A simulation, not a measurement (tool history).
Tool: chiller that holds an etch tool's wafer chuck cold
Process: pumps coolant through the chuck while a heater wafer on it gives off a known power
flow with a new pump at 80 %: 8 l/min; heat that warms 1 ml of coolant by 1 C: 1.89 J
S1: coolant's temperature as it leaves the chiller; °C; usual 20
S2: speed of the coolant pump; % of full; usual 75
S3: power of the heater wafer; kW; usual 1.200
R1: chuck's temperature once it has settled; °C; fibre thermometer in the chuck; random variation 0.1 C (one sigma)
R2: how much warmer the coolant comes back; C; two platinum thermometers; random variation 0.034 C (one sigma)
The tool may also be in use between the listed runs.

{"run": 1, "hour": 0.0, "S1": 20, "S2": 75, "S3": 1.2, "R1": 33.3, "R2": 5.63}
{"run": 2, "hour": 79.7, "S1": 20, "S2": 75, "S3": 1.2, "R1": 33.5, "R2": 5.56}
{"run": 3, "hour": 122.5, "S1": 20, "S2": 75, "S3": 1.2, "R1": 33.7, "R2": 5.6}
{"run": 4, "hour": 200.7, "S1": 20, "S2": 75, "S3": 1.2, "R1": 33.6, "R2": 5.6}
{"run": 5, "hour": 243.8, "S1": 20, "S2": 86, "S3": 1.2, "R1": 31.9, "R2": 4.88}
{"run": 6, "hour": 291.1, "S1": 20, "S2": 86, "S3": 1.2, "R1": 32.1, "R2": 4.88}
{"run": 7, "hour": 364.1, "S1": 20, "S2": 86, "S3": 1.2, "R1": 32.1, "R2": 4.94}
{"run": 8, "hour": 410.9, "S1": 25, "S2": 75, "S3": 1.2, "R1": 38.8, "R2": 5.65}
{"run": 9, "hour": 449.5, "S1": 25, "S2": 75, "S3": 1.2, "R1": 38.7, "R2": 5.71}
{"run": 10, "hour": 485.5, "S1": 25, "S2": 75, "S3": 1.2, "R1": 38.9, "R2": 5.7}
{"run": 11, "hour": 527.8, "S1": 25, "S2": 75, "S3": 1.2, "R1": 38.9, "R2": 5.69}
{"run": 12, "hour": 575.1, "S1": 20, "S2": 75, "S3": 1.2, "R1": 33.8, "R2": 5.71}
{"run": 13, "hour": 652.4, "S1": 20, "S2": 75, "S3": 1.2, "R1": 34.0, "R2": 5.63}
{"run": 14, "hour": 721.3, "S1": 20, "S2": 75, "S3": 1.2, "R1": 33.7, "R2": 5.68}
{"run": 15, "hour": 760.6, "S1": 20, "S2": 75, "S3": 1.2, "R1": 34.1, "R2": 5.72}
{"run": 16, "hour": 828.3, "S1": 20, "S2": 75, "S3": 1.2, "R1": 34.1, "R2": 5.69}
{"hour": 875.4, "done": "chiller's thermometer calibrated"}
{"run": 17, "hour": 875.4, "S1": 28, "S2": 60, "S3": 1.2, "R1": 45.9, "R2": 7.23}
{"run": 18, "hour": 916.1, "S1": 28, "S2": 60, "S3": 0.939, "R1": 41.9, "R2": 5.66}
{"run": 19, "hour": 960.0, "S1": 28, "S2": 95, "S3": 0.939, "R1": 37.3, "R2": 3.53}
{"run": 20, "hour": 1027.9, "S1": 28, "S2": 95, "S3": 0.939, "R1": 37.3, "R2": 3.51}
{"run": 21, "hour": 1078.7, "S1": 10, "S2": 95, "S3": 0.939, "R1": 19.4, "R2": 3.59}
{"run": 22, "hour": 1150.3, "S1": 30, "S2": 75, "S3": 0.78, "R1": 39.8, "R2": 3.77}
{"run": 23, "hour": 1192.4, "S1": 27, "S2": 91, "S3": 1.624, "R1": 44.1, "R2": 6.4}
{"run": 24, "hour": 1264.7, "S1": 17, "S2": 75, "S3": 0.604, "R1": 24.6, "R2": 2.95}
{"run": 25, "hour": 1338.8, "S1": 17, "S2": 75, "S3": 0.604, "R1": 24.6, "R2": 2.97}
{"run": 26, "hour": 1386.8, "S1": 17, "S2": 62, "S3": 0.604, "R1": 25.8, "R2": 3.59}
{"run": 27, "hour": 1432.5, "S1": 17, "S2": 62, "S3": 0.604, "R1": 25.8, "R2": 3.55}
{"run": 28, "hour": 1515.3, "S1": 11, "S2": 89, "S3": 1.766, "R1": 30.3, "R2": 7.22}
{"run": 29, "hour": 1562.4, "S1": 26, "S2": 72, "S3": 0.737, "R1": 35.6, "R2": 3.76}
{"run": 30, "hour": 1634.1, "S1": 26, "S2": 72, "S3": 0.737, "R1": 35.8, "R2": 3.81}
{"run": 31, "hour": 1701.6, "S1": 13, "S2": 74, "S3": 0.887, "R1": 24.4, "R2": 4.43}

Forecast each of these 4 alternatives for the next run:
{"run": "A", "hour": 1750.9, "S1": 20, "S2": 99, "S3": 1.433, "R1": "?", "R2": "?"}
{"run": "B", "hour": 1750.9, "S1": 13, "S2": 90, "S3": 0.608, "R1": "?", "R2": "?"}
{"run": "C", "hour": 1750.9, "S1": 21, "S2": 81, "S3": 1.003, "R1": "?", "R2": "?"}
{"run": "D", "hour": 1750.9, "S1": 20, "S2": 89, "S3": 0.643, "R1": "?", "R2": "?"}

run=A R1=34.3 R2=5.31
run=B R1=19.5 R2=2.47
run=C R1=33.2 R2=4.50
run=D R1=27.0 R2=2.63
Without the tool's hidden state the same runs would have given:
run=A R1=30.7 R2=4.57
run=B R1=18.0 R2=2.12
run=C R1=30.2 R2=3.86
run=D R1=25.3 R2=2.25

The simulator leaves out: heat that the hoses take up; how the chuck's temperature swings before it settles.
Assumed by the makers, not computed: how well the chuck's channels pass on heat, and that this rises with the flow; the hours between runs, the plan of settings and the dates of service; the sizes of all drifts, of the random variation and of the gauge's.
